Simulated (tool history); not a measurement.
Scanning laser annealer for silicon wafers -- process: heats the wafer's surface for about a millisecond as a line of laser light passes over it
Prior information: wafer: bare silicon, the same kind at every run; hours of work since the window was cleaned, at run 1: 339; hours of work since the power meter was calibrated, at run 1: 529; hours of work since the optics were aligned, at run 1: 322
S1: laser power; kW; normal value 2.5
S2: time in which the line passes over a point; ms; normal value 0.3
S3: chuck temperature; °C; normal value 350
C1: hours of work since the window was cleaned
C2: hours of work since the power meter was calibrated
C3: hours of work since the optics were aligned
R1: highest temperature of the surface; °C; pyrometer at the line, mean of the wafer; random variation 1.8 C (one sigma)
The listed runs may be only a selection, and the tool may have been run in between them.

| run | hour | S1 | S2 | S3 | C1 | C2 | C3 | R1 |
|---|---|---|---|---|---|---|---|---|
| 1 | 0 | 2.5 | 0.3 | 350 | 339 | 529 | 322 | 1055 |
| 2 | 20.1 | 2.5 | 0.3 | 350 | 347 | 537 | 331 | 1053 |
| 3 | 52.5 | 2.5 | 0.3 | 350 | 361 | 551 | 345 | 1055 |
| 4 | 85.7 | 2.5 | 0.3 | 350 | 375 | 565 | 359 | 1052 |
| 5 | 102.9 | 2.5 | 0.3 | 350 | 382 | 572 | 366 | 1048 |
| 6 | 129 | 2.5 | 0.3 | 350 | 393 | 583 | 377 | 1050 |
| 7 | 150.1 | 2.5 | 0.3 | 350 | 402 | 592 | 386 | 1049 |

Expected results for the next run?
| 8 | 185.4 | 2.368 | 0.257 | 383 | 417 | 607 | 401 | ? |

Run 8 came out at R1 986 °C.
If the tool had no hidden condition, the same run with the same run-to-run variation would have returned R1 1012 °C.

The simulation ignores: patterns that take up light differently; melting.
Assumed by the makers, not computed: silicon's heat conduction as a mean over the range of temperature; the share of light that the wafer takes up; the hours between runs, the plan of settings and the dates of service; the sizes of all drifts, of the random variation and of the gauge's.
